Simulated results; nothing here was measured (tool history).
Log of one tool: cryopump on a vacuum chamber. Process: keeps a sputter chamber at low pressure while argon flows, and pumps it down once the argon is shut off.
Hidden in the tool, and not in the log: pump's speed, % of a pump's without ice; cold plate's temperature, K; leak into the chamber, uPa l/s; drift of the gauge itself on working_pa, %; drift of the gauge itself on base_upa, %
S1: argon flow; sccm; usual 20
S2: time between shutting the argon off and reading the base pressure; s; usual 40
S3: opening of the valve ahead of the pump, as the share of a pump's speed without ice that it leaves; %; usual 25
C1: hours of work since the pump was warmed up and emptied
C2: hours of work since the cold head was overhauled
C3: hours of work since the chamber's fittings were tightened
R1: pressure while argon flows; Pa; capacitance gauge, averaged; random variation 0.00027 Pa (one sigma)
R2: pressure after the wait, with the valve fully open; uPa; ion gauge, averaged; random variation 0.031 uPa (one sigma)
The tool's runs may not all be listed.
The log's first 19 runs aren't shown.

{"run": 20, "hour": 544.6, "S1": 20, "S2": 224, "S3": 25, "C1": 357, "C2": 357, "C3": 50, "R1": 0.0554, "R2": 0.45}
{"run": 21, "hour": 576.7, "S1": 22, "S2": 78, "S3": 25, "C1": 375, "C2": 375, "C3": 68, "R1": 0.0618, "R2": 0.89}
{"run": 22, "hour": 608.1, "S1": 11, "S2": 53, "S3": 25, "C1": 392, "C2": 392, "C3": 86, "R1": 0.0308, "R2": 1.17}
{"run": 23, "hour": 644.6, "S1": 9, "S2": 34, "S3": 26, "C1": 413, "C2": 413, "C3": 106, "R1": 0.0243, "R2": 1.81}
{"run": 24, "hour": 678.2, "S1": 34, "S2": 275, "S3": 25, "C1": 431, "C2": 431, "C3": 125, "R1": 0.0957, "R2": 0.4}
{"run": 25, "hour": 717.0, "S1": 34, "S2": 275, "S3": 25, "C1": 453, "C2": 453, "C3": 146, "R1": 0.0957, "R2": 0.36}
{"run": 26, "hour": 744.2, "S1": 31, "S2": 40, "S3": 25, "C1": 468, "C2": 468, "C3": 161, "R1": 0.0874, "R2": 1.7}
{"run": 27, "hour": 779.7, "S1": 31, "S2": 40, "S3": 25, "C1": 488, "C2": 488, "C3": 181, "R1": 0.0883, "R2": 1.65}
{"run": 28, "hour": 815.9, "S1": 20, "S2": 40, "S3": 25, "C1": 508, "C2": 508, "C3": 201, "R1": 0.0565, "R2": 1.64}

The next listed run, before its measurement:
{"run": 29, "hour": 849.1, "S1": 9, "S2": 40, "S3": 22, "C1": 527, "C2": 527, "C3": 220, "R1": "?", "R2": "?"}

R1: 0.0286 Pa
R2: 1.7 uPa
Without the tool's hidden state the same run would have given R1 0.028 Pa, R2 1.62 uPa.
